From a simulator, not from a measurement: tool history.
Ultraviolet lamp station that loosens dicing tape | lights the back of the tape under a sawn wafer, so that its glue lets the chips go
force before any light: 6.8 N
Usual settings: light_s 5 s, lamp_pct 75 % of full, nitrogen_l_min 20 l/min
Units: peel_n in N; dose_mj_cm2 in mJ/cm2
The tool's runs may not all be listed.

run,hour,light_s,lamp_pct,nitrogen_l_min,peel_n,dose_mj_cm2
1,0,5,75,20,0.334,206
2,9.6,5,75,20,0.341,210
3,14.1,5,75,20,0.32,205
4,21.9,9,75,20,0.138,374
5,28.6,5,75,20,0.335,205
6,38.2,5,75,20,0.327,208
7,48.5,5,75,20,0.334,207
8,56.7,5,75,23,0.313,209
9,64,5,75,23,0.298,205
10,72.8,5,75,23,0.284,209
11,82.7,5,75,23,0.289,210
12,92.4,5,75,23,0.294,205
13,102.1,5,75,20,0.335,202
14,111.3,5,75,20,0.326,207
15,117.3,3,75,20,0.978,124
16,124.8,5,64,20,0.484,173
17,131.1,5,64,20,0.473,179
18,137.6,5,64,20,0.482,177
19,147,5,64,20,0.489,175
20,151.2,5,64,20,0.478,177
21,158.7,5,75,11,0.561,206
22,165.1,5,75,11,0.579,206
23,175.3,7,74,20,0.167,286
24,185.2,6,74,9,0.503,248
25,193.7,5,84,20,0.268,226
26,200.4,7,94,17,0.154,363
27,205.6,7,75,20,0.185,292
28,213,3,85,20,0.721,137
29,219.6,3,90,11,1.129,153
30,228.9,7,69,9,0.399,268
31,238,7,69,9,0.418,267
32,247.5,3,83,9,1.369,138
33,255.9,3,63,21,1.276,102
34,261,2,75,19,1.72,81
35,270.9,2,75,10,2.456,83
36,279.8,8,95,8,0.176,419
37,288.7,8,95,8,0.184,420
38,294,4,75,9,1.065,166
39,300.4,9,75,18,0.145,368
40,306.1,9,75,18,0.141,376
41,313.8,5,85,13,0.376,232
42,318.2,5,82,15,0.354,226
43,323.5,5,82,15,0.357,224

Taken out of this log: 1 entry between the listed runs. Where each belongs, and how the hidden state differs across it:
Between runs 35 and 36: window cleaned of glue's vapour (hour 279.5)
  light that the window lets through, % of a clean one's: 99.9 -> 100
